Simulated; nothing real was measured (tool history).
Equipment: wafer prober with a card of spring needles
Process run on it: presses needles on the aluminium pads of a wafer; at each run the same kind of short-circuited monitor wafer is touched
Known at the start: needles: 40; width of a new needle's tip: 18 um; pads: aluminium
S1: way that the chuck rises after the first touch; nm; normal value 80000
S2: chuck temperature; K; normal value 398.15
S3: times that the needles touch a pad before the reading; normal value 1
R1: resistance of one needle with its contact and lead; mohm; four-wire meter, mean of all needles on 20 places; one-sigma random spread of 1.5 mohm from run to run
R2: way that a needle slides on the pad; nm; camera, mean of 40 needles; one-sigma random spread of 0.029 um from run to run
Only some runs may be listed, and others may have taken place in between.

run,hour,S1,S2,S3,R1,R2
1,0.0,80000,398.15,1,165,17530
# hour 1.7: tips cleaned on abrasive film
2,8.0,80000,398.15,1,159,17490
# hour 10.3: tips cleaned on abrasive film
3,18.2,77000,398.15,1,162,16830
# hour 18.7: tips cleaned on abrasive film
4,26.7,77000,398.15,1,168,16820
# hour 27.6: tips cleaned on abrasive film
5,32.2,80000,398.15,1,155,17470
# hour 36.3: tips cleaned on abrasive film
6,36.8,80000,398.15,1,142,17490
# hour 44.5: tips cleaned on abrasive film
7,45.0,80000,398.15,1,140,17420
8,51.7,80000,398.15,1,159,17440
# hour 53.2: tips cleaned on abrasive film
9,57.2,80000,398.15,1,155,17410
# hour 62.0: tips cleaned on abrasive film
10,62.9,80000,398.15,1,143,17460
11,67.9,72000,341.15,2,150,15650
# hour 70.6: tips cleaned on abrasive film
12,74.6,98000,398.15,2,143,21430
# hour 79.6: tips cleaned on abrasive film
13,82.8,75000,319.15,2,135,16320
# hour 84.0: height of the first contact set anew
14,87.3,75000,319.15,2,147,16180
# hour 88.2: tips cleaned on abrasive film
15,94.8,73000,311.15,2,143,15660
# hour 97.2: tips cleaned on abrasive film
16,103.6,92000,300.15,1,144,19860
# hour 105.5: tips cleaned on abrasive film
17,109.6,92000,300.15,1,137,19890
# hour 114.1: tips cleaned on abrasive film
18,115.6,80000,317.15,3,131,17260

Forecast each of these 3 alternatives for the next run:
A,120.1,79000,316.15,2,?,?
B,120.1,68000,317.15,2,?,?
C,120.1,82000,317.15,3,?,?

run,R1,R2
A,143,16970
B,145,14550
C,135,17650
Without the tool's unlogged condition, the same runs would have read:
run,R1,R2
A,125,17470
B,122,15050
C,124,18150

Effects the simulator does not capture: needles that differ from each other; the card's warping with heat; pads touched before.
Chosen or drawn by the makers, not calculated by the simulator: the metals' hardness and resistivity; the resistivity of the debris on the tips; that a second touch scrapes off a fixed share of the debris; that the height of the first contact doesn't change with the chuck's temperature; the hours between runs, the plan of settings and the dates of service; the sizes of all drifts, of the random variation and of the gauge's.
